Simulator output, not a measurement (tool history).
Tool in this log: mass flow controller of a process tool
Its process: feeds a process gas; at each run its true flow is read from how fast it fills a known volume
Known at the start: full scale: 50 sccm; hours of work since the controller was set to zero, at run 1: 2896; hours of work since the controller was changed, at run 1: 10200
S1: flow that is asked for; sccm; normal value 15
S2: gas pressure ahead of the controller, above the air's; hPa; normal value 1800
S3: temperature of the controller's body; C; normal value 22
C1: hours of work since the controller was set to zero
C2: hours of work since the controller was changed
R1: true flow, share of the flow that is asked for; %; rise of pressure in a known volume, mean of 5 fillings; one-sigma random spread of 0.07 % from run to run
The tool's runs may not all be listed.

run 1 hour=0 | S1=15 S2=1800 S3=22 | C1=2896 C2=10200 | R1=102.18
run 2 hour=322.1 | S1=15 S2=1800 S3=22 | C1=3142 C2=10446 | R1=102.48
run 3 hour=571.8 | S1=15 S2=1800 S3=22 | C1=3333 C2=10637 | R1=102.54
run 4 hour=1045.5 | S1=15 S2=1800 S3=22 | C1=3695 C2=10999 | R1=102.75
run 5 hour=1543.2 | S1=15 S2=1800 S3=22 | C1=4075 C2=11379 | R1=103.13
run 6 hour=1976.5 | S1=15 S2=1800 S3=22 | C1=4407 C2=11710 | R1=103.33
run 7 hour=2207.2 | S1=15 S2=1800 S3=22 | C1=4583 C2=11886 | R1=103.42
run 8 hour=2643.7 | S1=15 S2=1800 S3=22 | C1=4916 C2=12220 | R1=103.65
run 9 hour=3132.4 | S1=15 S2=2040 S3=22 | C1=5290 C2=12593 | R1=103.84
run 10 hour=3551.2 | S1=15 S2=2040 S3=22 | C1=5610 C2=12913 | R1=104.07
-- hour=3699 controller exchanged for a calibrated one
run 11 hour=4013.1 | S1=15 S2=1820 S3=22 | C1=240 C2=240 | R1=97.72
run 12 hour=4400 | S1=15 S2=1820 S3=22 | C1=536 C2=536 | R1=98.14
run 13 hour=4860.9 | S1=15 S2=1820 S3=22 | C1=888 C2=888 | R1=98.19
run 14 hour=5277.5 | S1=15 S2=1800 S3=26 | C1=1206 C2=1206 | R1=98.18
run 15 hour=5539.9 | S1=15 S2=1800 S3=26 | C1=1407 C2=1407 | R1=98.34
run 16 hour=5897.1 | S1=15 S2=1800 S3=26 | C1=1680 C2=1680 | R1=98.5
run 17 hour=6211.5 | S1=15 S2=1800 S3=26 | C1=1920 C2=1920 | R1=98.69
run 18 hour=6442.8 | S1=15 S2=1800 S3=31 | C1=2097 C2=2097 | R1=98.61
run 19 hour=6949.2 | S1=15 S2=1800 S3=22 | C1=2483 C2=2483 | R1=99.32
run 20 hour=7385 | S1=9 S2=1800 S3=22 | C1=2816 C2=2816 | R1=99.67
run 21 hour=7695.3 | S1=9 S2=1800 S3=22 | C1=3054 C2=3054 | R1=99.99
run 22 hour=8193.3 | S1=25 S2=2590 S3=21 | C1=3434 C2=3434 | R1=100.16
run 23 hour=8612.4 | S1=11 S2=1800 S3=22 | C1=3754 C2=3754 | R1=100.21
run 24 hour=8978.5 | S1=18 S2=2610 S3=22 | C1=4034 C2=4034 | R1=100.43
run 25 hour=9366 | S1=18 S2=2610 S3=22 | C1=4330 C2=4330 | R1=100.59
run 26 hour=9578 | S1=32 S2=1800 S3=22 | C1=4492 C2=4492 | R1=100.7
run 27 hour=9794.5 | S1=32 S2=1800 S3=22 | C1=4658 C2=4658 | R1=100.91
run 28 hour=10107.2 | S1=9 S2=2260 S3=36 | C1=4897 C2=4897 | R1=100.79
-- hour=10136.1 controller's zero set anew
run 29 hour=10524.8 | S1=16 S2=2140 S3=34 | C1=297 C2=5215 | R1=101.08
run 30 hour=10883.2 | S1=16 S2=2140 S3=34 | C1=571 C2=5489 | R1=101.14
-- hour=11280.7 controller's zero set anew, once more
run 31 hour=11381.8 | S1=7 S2=1730 S3=22 | C1=77 C2=5870 | R1=99.44
run 32 hour=11797.7 | S1=29 S2=2200 S3=23 | C1=395 C2=6187 | R1=100.53
run 33 hour=12260.8 | S1=29 S2=2740 S3=23 | C1=749 C2=6541 | R1=100.85
run 34 hour=12728.3 | S1=15 S2=1800 S3=25 | C1=1106 C2=6899 | R1=100.03
run 35 hour=13088.4 | S1=15 S2=1800 S3=25 | C1=1381 C2=7174 | R1=100.4
run 36 hour=13548.9 | S1=15 S2=1800 S3=25 | C1=1733 C2=7526 | R1=100.55
run 37 hour=13858.8 | S1=12 S2=2570 S3=36 | C1=1970 C2=7762 | R1=100.08
run 38 hour=14246.9 | S1=18 S2=1770 S3=31 | C1=2266 C2=8059 | R1=100.59
run 39 hour=14637.8 | S1=30 S2=1770 S3=22 | C1=2565 C2=8358 | R1=101.71
run 40 hour=14997.5 | S1=18 S2=2230 S3=21 | C1=2840 C2=8632 | R1=101.52
run 41 hour=15291.3 | S1=15 S2=1800 S3=30 | C1=3064 C2=8857 | R1=101.04
run 42 hour=15535.1 | S1=43 S2=1850 S3=23 | C1=3251 C2=9043 | R1=102.75

Measured minus without-hidden-state, run by run (identical run-to-run variation in each term; gauge scatter may differ):
Unlogged tool condition in this case: flow at rest that the sensor doesn't see, % of full scale; true flow over the shown one, %; drift of the gauge itself on true_pct, %.
run=1 R1=+4.29
run=2 R1=+4.45
run=3 R1=+4.58
run=4 R1=+4.8
run=5 R1=+5.05
run=6 R1=+5.26
run=7 R1=+5.38
run=8 R1=+5.59
run=9 R1=+5.82
run=10 R1=+6.02
run=11 R1=-0.15
run=12 R1=+0.05
run=13 R1=+0.27
run=14 R1=+0.47
run=15 R1=+0.59
run=16 R1=+0.76
run=17 R1=+0.91
run=18 R1=+1.03
run=19 R1=+1.28
run=20 R1=+2.12
run=21 R1=+2.34
run=22 R1=+1.46
run=23 R1=+2.53
run=24 R1=+2.06
run=25 R1=+2.23
run=26 R1=+1.79
run=27 R1=+1.87
run=28 R1=+3.83
run=29 R1=+3.51
run=30 R1=+3.68
run=31 R1=+1.72
run=32 R1=+1.77
run=33 R1=+1.94
run=34 R1=+2.29
run=35 R1=+2.47
run=36 R1=+2.69
run=37 R1=+3
run=38 R1=+2.92
run=39 R1=+2.82
run=40 R1=+3.26
run=41 R1=+3.55
run=42 R1=+3
